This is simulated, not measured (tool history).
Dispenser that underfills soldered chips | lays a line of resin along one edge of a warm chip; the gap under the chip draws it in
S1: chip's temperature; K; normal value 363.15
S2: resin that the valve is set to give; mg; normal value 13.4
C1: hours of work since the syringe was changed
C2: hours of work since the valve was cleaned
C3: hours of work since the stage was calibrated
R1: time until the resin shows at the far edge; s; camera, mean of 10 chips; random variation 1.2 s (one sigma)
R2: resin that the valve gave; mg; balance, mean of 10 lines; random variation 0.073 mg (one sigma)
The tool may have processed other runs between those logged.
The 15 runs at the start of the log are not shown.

-- hour=106.6 new syringe of resin
run 16 hour=114.1 | S1=363.15 S2=13.4 | C1=5 C2=40 C3=157 | R1=156.2 R2=12.93
run 17 hour=118.4 | S1=363.15 S2=13.4 | C1=7 C2=43 C3=160 | R1=178.2 R2=12.98
-- hour=121.8 new syringe of resin
run 18 hour=127.4 | S1=363.15 S2=11.9 | C1=4 C2=48 C3=165 | R1=153.7 R2=11.39
run 19 hour=135 | S1=363.15 S2=11.9 | C1=8 C2=53 C3=170 | R1=193.2 R2=11.38
-- hour=137.2 new syringe of resin
run 20 hour=142.1 | S1=377.15 S2=11.9 | C1=3 C2=57 C3=174 | R1=84.5 R2=11.25
run 21 hour=151 | S1=350.15 S2=16.9 | C1=9 C2=63 C3=180 | R1=346.4 R2=15.88
-- hour=153.1 new syringe of resin
run 22 hour=157.1 | S1=354.15 S2=12.6 | C1=2 C2=66 C3=183 | R1=225.1 R2=11.82
run 23 hour=164.5 | S1=354.15 S2=12.6 | C1=7 C2=71 C3=188 | R1=276.3 R2=11.81
-- hour=168.6 new syringe of resin
run 24 hour=171.7 | S1=376.15 S2=11.7 | C1=2 C2=75 C3=192 | R1=82.4 R2=11.02
run 25 hour=176.6 | S1=376.15 S2=11.7 | C1=5 C2=78 C3=195 | R1=94.3 R2=10.86
run 26 hour=182.4 | S1=376.15 S2=11.7 | C1=9 C2=82 C3=199 | R1=114 R2=10.85
-- hour=184.3 new syringe of resin
run 27 hour=187 | S1=357.15 S2=11.5 | C1=2 C2=84 C3=202 | R1=191.1 R2=10.61
run 28 hour=192.6 | S1=364.15 S2=15.5 | C1=5 C2=88 C3=205 | R1=152.4 R2=14.12
-- hour=199.4 new syringe of resin
run 29 hour=200.7 | S1=357.15 S2=14.9 | C1=1 C2=93 C3=210 | R1=176.1 R2=13.66
run 30 hour=210.2 | S1=359.15 S2=16.5 | C1=7 C2=99 C3=216 | R1=205.9 R2=14.98
-- hour=214.8 new syringe of resin
run 31 hour=219.5 | S1=359.15 S2=16.5 | C1=3 C2=104 C3=221 | R1=173.6 R2=15.01
run 32 hour=229.5 | S1=369.15 S2=16.9 | C1=9 C2=110 C3=228 | R1=149 R2=15.17
-- hour=230.6 new syringe of resin
run 33 hour=240.4 | S1=362.15 S2=13.4 | C1=6 C2=117 C3=234 | R1=186.7 R2=11.98
run 34 hour=244.9 | S1=362.15 S2=13.4 | C1=9 C2=120 C3=237 | R1=210.6 R2=11.91
-- hour=245.8 new syringe of resin
run 35 hour=252.6 | S1=362.15 S2=13.4 | C1=4 C2=124 C3=242 | R1=168.5 R2=11.87
run 36 hour=259.4 | S1=362.15 S2=13.4 | C1=8 C2=129 C3=246 | R1=199.3 R2=11.66
-- hour=261.4 new syringe of resin
run 37 hour=267.2 | S1=362.15 S2=14.6 | C1=4 C2=133 C3=251 | R1=164.9 R2=12.82

Forecast each of these 3 alternatives for the next run:
run A hour=275.8 | S1=354.15 S2=13.1 | C1=9 C2=139 C3=256 | R1=? R2=?
run B hour=275.8 | S1=362.15 S2=12.3 | C1=9 C2=139 C3=256 | R1=? R2=?
run C hour=275.8 | S1=374.15 S2=15.4 | C1=9 C2=139 C3=256 | R1=? R2=?

run=A R1=315.8 R2=11.43
run=B R1=217.7 R2=10.73
run=C R1=125.3 R2=13.61
Take away the tool's hidden state, keep each run's random variation, and the runs would have read:
run=A R1=184.4 R2=13.09
run=B R1=126.5 R2=12.29
run=C R1=75.1 R2=15.57
